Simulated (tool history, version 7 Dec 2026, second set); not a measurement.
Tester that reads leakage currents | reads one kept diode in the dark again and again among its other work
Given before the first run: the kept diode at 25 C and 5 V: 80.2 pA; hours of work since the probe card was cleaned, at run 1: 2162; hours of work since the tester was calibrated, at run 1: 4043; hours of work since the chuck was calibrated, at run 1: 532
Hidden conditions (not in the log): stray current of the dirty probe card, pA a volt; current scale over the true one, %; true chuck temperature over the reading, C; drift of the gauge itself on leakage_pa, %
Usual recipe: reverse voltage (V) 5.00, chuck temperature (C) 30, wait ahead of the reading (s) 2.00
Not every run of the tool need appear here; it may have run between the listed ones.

run,hour,reverse voltage (V),chuck temperature (C),wait ahead of the reading (s),hours of work since the probe card was cleaned,hours of work since the tester was calibrated,hours of work since the chuck was calibrated,current that the tester gives (pA)
1,0.0,5.00,30,2.00,2162,4043,532,121.88
2,96.4,5.00,30,2.00,2228,4109,597,121.95
3,180.5,5.00,30,2.00,2285,4166,655,121.14
4,287.1,5.00,30,2.00,2357,4239,727,121.33
5,395.8,5.00,30,8.92,2431,4313,801,121.30
6,572.3,5.00,30,8.92,2551,4433,921,121.45
7,696.1,5.00,30,8.92,2635,4517,1005,121.39
8,845.4,1.20,53,0.57,2737,4618,1107,393.13
9,949.2,1.20,53,0.57,2807,4689,1177,392.54
10,1109.5,5.00,23,3.64,2916,4798,1286,68.37
# hour 1210.4: tester calibrated
11,1239.2,3.58,24,2.00,3003,20,1373,65.22

Take each entry between the runs: how does the hidden state at the last listed run before it differ from the hidden state at the first listed run after it?
In the gap between runs 10 and 11: tester calibrated (hour 1210.4)
  stray current of the dirty probe card, pA a volt: 0.039 -> 0.04; current scale over the true one, %: -0.03 -> 0
  the result without the hidden state subtracted from the measured one, current that the tester gives (pA): +0.01 -> +0.00
